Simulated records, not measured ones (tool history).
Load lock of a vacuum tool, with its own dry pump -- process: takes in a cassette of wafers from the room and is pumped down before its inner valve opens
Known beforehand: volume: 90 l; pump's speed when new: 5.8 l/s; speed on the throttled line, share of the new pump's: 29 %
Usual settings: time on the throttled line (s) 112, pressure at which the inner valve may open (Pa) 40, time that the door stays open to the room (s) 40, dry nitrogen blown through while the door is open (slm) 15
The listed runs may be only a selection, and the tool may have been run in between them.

run    hour  time on the throttled line (s)  pressure at which the inner valve may open (Pa)  time that the door stays open to the room (s)  dry nitrogen blown through while the door is open (slm)  incoming humidity of the room's air, %  time from the closed door until the inner valve may open (s)  rise of the pressure with all valves shut (Pa/min)
  1     0.0                             112                                               40                                             40                                                       15                                    46.5                                                         208.1                                               0.023
  2   201.9                             112                                               40                                             40                                                       15                                    43.0                                                         205.6                                               0.029
  3   331.1                             112                                               40                                             40                                                       15                                    43.7                                                         208.6                                               0.023
  4   475.2                             112                                               40                                             40                                                       15                                    44.6                                                         208.2                                               0.031
  5   648.2                             112                                               40                                             40                                                       15                                    45.1                                                         207.7                                               0.026
  6   772.1                             112                                               40                                             40                                                       15                                    45.5                                                         206.5                                               0.031
  7   977.3                             112                                               40                                             40                                                       15                                    45.4                                                         208.4                                               0.034
  8  1160.7                             112                                               40                                             40                                                       15                                    47.8                                                         210.3                                               0.033
  9  1255.6                             112                                               40                                             40                                                       15                                    43.2                                                         208.6                                               0.032
 10  1446.2                             112                                               40                                             40                                                       15                                    44.4                                                         210.5                                               0.041
 11  1619.8                             112                                               40                                             40                                                        5                                    48.4                                                         211.4                                               0.051
 12  1780.8                             112                                               57                                             40                                                        5                                    44.6                                                         204.7                                               0.048
 13  1981.2                             112                                               40                                             40                                                       15                                    45.0                                                         208.9                                               0.049
 14  2086.1                             112                                               32                                             40                                                       15                                    40.2                                                         214.3                                               0.048
 15  2220.6                             112                                               32                                             40                                                       15                                    45.4                                                         215.4                                               0.043
 16  2312.2                             112                                               32                                             40                                                       15                                    46.5                                                         215.0                                               0.046
 17  2436.9                              65                                               32                                             38                                                       21                                    44.9                                                         183.9                                               0.046
 18  2605.5                              66                                               40                                             40                                                       26                                    49.1                                                         178.9                                               0.056
 19  2725.7                              66                                               40                                             40                                                       26                                    49.6                                                         180.4                                               0.051
 20  2949.0                              66                                               40                                             40                                                       26                                    44.2                                                         180.8                                               0.057
 21  3119.7                              66                                               40                                             40                                                       26                                    44.8                                                         179.8                                               0.055
 22  3339.8                             169                                               40                                             40                                                        5                                    46.2                                                         251.2                                               0.065
 23  3481.3                             222                                               40                                             40                                                       39                                    43.0                                                         284.0                                               0.058
 24  3621.0                              64                                               44                                             40                                                       34                                    45.1                                                         180.8                                               0.061
 25  3845.7                              72                                               40                                             55                                                       13                                    46.5                                                         188.0                                               0.075
 26  3954.4                             101                                               40                                             55                                                       42                                    44.7                                                         208.1                                               0.066
 27  4144.7                             112                                               45                                             38                                                       15                                    40.6                                                         211.9                                               0.067
 28  4250.9                             112                                               30                                            191                                                       15                                    45.4                                                         221.2                                               0.104
 29  4469.9                              79                                               40                                            240                                                       19                                    43.7                                                         192.9                                               0.112
 30  4637.1                              79                                               40                                            240                                                       19                                    44.4                                                         193.5                                               0.113
 31  4765.9                             140                                               49                                             37                                                       14                                    46.4                                                         231.4                                               0.085

Table of differences, measured result less the result of that run with no hidden state. Run-to-run variation is the same in both. Gauge scatter possibly is not:
Hidden conditions of the tool in this case: pump's speed, % of a new pump's; leak at the door's seal, Pa l/s; drift of the gauge itself on ready_s, %; drift of the gauge itself on rise_pa_min, %.
run  time from the closed door until the inner valve may open (s)  rise of the pressure with all valves shut (Pa/min)
  1                                                          +4.1                                              +0.011
  2                                                          +4.5                                              +0.012
  3                                                          +4.8                                              +0.014
  4                                                          +5.0                                              +0.014
  5                                                          +5.4                                              +0.016
  6                                                          +5.6                                              +0.018
  7                                                          +6.0                                              +0.020
  8                                                          +6.4                                              +0.021
  9                                                          +6.5                                              +0.021
 10                                                          +7.0                                              +0.024
 11                                                          +7.3                                              +0.026
 12                                                          +7.1                                              +0.028
 13                                                          +7.9                                              +0.030
 14                                                          +8.5                                              +0.031
 15                                                          +8.8                                              +0.033
 16                                                          +9.0                                              +0.035
 17                                                         +10.7                                              +0.035
 18                                                         +10.6                                              +0.038
 19                                                         +11.0                                              +0.038
 20                                                         +11.5                                              +0.042
 21                                                         +11.8                                              +0.044
 22                                                          +9.2                                              +0.047
 23                                                          +7.1                                              +0.050
 24                                                         +13.1                                              +0.051
 25                                                         +13.9                                              +0.055
 26                                                         +12.7                                              +0.057
 27                                                         +12.4                                              +0.058
 28                                                         +13.7                                              +0.060
 29                                                         +14.8                                              +0.062
 30                                                         +15.3                                              +0.066
 31                                                         +12.3                                              +0.068

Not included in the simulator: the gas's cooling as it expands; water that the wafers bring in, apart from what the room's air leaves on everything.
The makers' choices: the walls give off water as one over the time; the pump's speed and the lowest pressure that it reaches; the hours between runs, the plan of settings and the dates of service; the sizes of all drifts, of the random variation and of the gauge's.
